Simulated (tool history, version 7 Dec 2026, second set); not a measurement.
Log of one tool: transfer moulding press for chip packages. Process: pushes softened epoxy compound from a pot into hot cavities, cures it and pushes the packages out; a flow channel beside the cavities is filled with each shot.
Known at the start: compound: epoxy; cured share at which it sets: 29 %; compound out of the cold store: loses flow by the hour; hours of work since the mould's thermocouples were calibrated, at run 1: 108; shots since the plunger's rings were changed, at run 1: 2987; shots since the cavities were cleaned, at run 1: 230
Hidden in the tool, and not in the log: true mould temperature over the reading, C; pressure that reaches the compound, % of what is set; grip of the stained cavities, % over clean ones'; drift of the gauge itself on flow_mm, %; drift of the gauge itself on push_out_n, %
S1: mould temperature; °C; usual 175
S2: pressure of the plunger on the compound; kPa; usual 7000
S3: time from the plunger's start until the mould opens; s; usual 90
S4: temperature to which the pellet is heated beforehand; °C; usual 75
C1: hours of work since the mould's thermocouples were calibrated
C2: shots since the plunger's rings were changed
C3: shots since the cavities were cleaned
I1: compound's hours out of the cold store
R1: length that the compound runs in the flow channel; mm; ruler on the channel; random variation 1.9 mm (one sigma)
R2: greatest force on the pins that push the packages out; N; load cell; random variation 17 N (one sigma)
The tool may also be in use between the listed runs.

run 1 hour=0 | S1=175 S2=7000 S3=90 S4=75 | C1=108 C2=2987 C3=230 | I1=19.2 | R1=731 R2=1118
run 2 hour=14.3 | S1=175 S2=7000 S3=90 S4=75 | C1=118 C2=3175 C3=418 | I1=38 | R1=686 R2=1177
-- hour=29.5 cavities cleaned with cleaning compound and waxed
run 3 hour=34 | S1=175 S2=7000 S3=90 S4=75 | C1=131 C2=3414 C3=59 | I1=34.9 | R1=689 R2=903
run 4 hour=46.5 | S1=175 S2=7000 S3=90 S4=75 | C1=141 C2=3580 C3=225 | I1=13.1 | R1=735 R2=1188
-- hour=61.3 plunger's sealing rings changed
run 5 hour=61.5 | S1=175 S2=7000 S3=90 S4=75 | C1=150 C2=2 C3=388 | I1=24.1 | R1=746 R2=1194
run 6 hour=71.3 | S1=175 S2=7000 S3=90 S4=76 | C1=157 C2=132 C3=518 | I1=23.2 | R1=746 R2=1256
-- hour=78.8 cavities cleaned with cleaning compound and waxed
run 7 hour=85.6 | S1=180 S2=7000 S3=90 S4=75 | C1=166 C2=300 C3=89 | I1=12.3 | R1=758 R2=720
run 8 hour=101.9 | S1=175 S2=7000 S3=90 S4=80 | C1=178 C2=515 C3=304 | I1=35.3 | R1=716 R2=1132
run 9 hour=114.8 | S1=175 S2=7000 S3=101 S4=69 | C1=188 C2=684 C3=473 | I1=10.6 | R1=771 R2=981

Forecast run 10:
-- hour=125 cavities cleaned with cleaning compound and waxed
run 10 hour=127.4 | S1=175 S2=6130 S3=90 S4=72 | C1=196 C2=831 C3=32 | I1=34.1 | R1=? R2=?

Run 10 gave R1 667 mm, R2 928 N.
Without the tool's hidden state the same run would have given R1 674 mm, R2 829 N.
